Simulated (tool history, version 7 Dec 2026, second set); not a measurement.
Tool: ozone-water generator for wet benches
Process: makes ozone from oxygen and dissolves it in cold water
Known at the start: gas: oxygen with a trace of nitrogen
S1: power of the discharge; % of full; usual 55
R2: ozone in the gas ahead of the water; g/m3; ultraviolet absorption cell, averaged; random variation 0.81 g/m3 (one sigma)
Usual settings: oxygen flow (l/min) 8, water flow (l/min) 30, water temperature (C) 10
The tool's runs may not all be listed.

{"run": 1, "hour": 0.0, "S1": 55, "oxygen flow (l/min)": 8, "water flow (l/min)": 30, "water temperature (C)": 10, "dissolved ozone (ppm)": 11.2, "R2": 123.6}
{"run": 2, "hour": 51.9, "S1": 55, "oxygen flow (l/min)": 8, "water flow (l/min)": 30, "water temperature (C)": 10, "dissolved ozone (ppm)": 11.1, "R2": 123.4}
{"run": 3, "hour": 107.4, "S1": 55, "oxygen flow (l/min)": 8, "water flow (l/min)": 30, "water temperature (C)": 10, "dissolved ozone (ppm)": 11.2, "R2": 124.3}
{"run": 4, "hour": 139.3, "S1": 55, "oxygen flow (l/min)": 8, "water flow (l/min)": 30, "water temperature (C)": 10, "dissolved ozone (ppm)": 11.3, "R2": 125.3}
{"run": 5, "hour": 193.4, "S1": 55, "oxygen flow (l/min)": 8, "water flow (l/min)": 30, "water temperature (C)": 10, "dissolved ozone (ppm)": 11.2, "R2": 124.4}
{"run": 6, "hour": 237.5, "S1": 55, "oxygen flow (l/min)": 8, "water flow (l/min)": 30, "water temperature (C)": 10, "dissolved ozone (ppm)": 11, "R2": 124.6}
{"run": 7, "hour": 275.5, "S1": 55, "oxygen flow (l/min)": 8, "water flow (l/min)": 30, "water temperature (C)": 10, "dissolved ozone (ppm)": 10.9, "R2": 124.6}
{"run": 8, "hour": 326.5, "S1": 55, "oxygen flow (l/min)": 4.78, "water flow (l/min)": 27, "water temperature (C)": 10, "dissolved ozone (ppm)": 11.7, "R2": 169.1}
{"run": 9, "hour": 368.0, "S1": 48, "oxygen flow (l/min)": 8, "water flow (l/min)": 33, "water temperature (C)": 10, "dissolved ozone (ppm)": 9.5, "R2": 113.4}
{"hour": 392.3, "done": "contactor cleaned"}
{"run": 10, "hour": 435.0, "S1": 48, "oxygen flow (l/min)": 8, "water flow (l/min)": 33, "water temperature (C)": 10, "dissolved ozone (ppm)": 10.3, "R2": 113.9}
{"run": 11, "hour": 462.0, "S1": 49, "oxygen flow (l/min)": 12.76, "water flow (l/min)": 47, "water temperature (C)": 6, "dissolved ozone (ppm)": 8.1, "R2": 88.5}
{"run": 12, "hour": 488.9, "S1": 49, "oxygen flow (l/min)": 12.76, "water flow (l/min)": 47, "water temperature (C)": 6, "dissolved ozone (ppm)": 8, "R2": 88}
{"run": 13, "hour": 529.8, "S1": 54, "oxygen flow (l/min)": 8, "water flow (l/min)": 30, "water temperature (C)": 5, "dissolved ozone (ppm)": 12.8, "R2": 121.7}

Hidden state or all else? Some run-to-run changes of dissolved ozone (ppm), split into what the settings, what came in and random variation would give without the hidden state, and what is left for the hidden state (with any gauge scatter that isn't in both results):
The hidden state here: yield of the discharge, % of new electrodes'; contactor's efficiency, % of a clean one's; true water temperature over the reading, C; drift of the gauge itself on ozone_ppm, %; drift of the gauge itself on gas_g_m3, %.
Run 9 -> 10: contactor cleaned. dissolved ozone (ppm) +0.8: hidden state +1.1, all else -0.3.
Run 12 -> 13: S1 49 -> 54, oxygen flow (l/min) 12.76 -> 8, water flow (l/min) 47 -> 30, water temperature (C) 6 -> 5. dissolved ozone (ppm) +4.8: hidden state -0.1, all else +4.9.
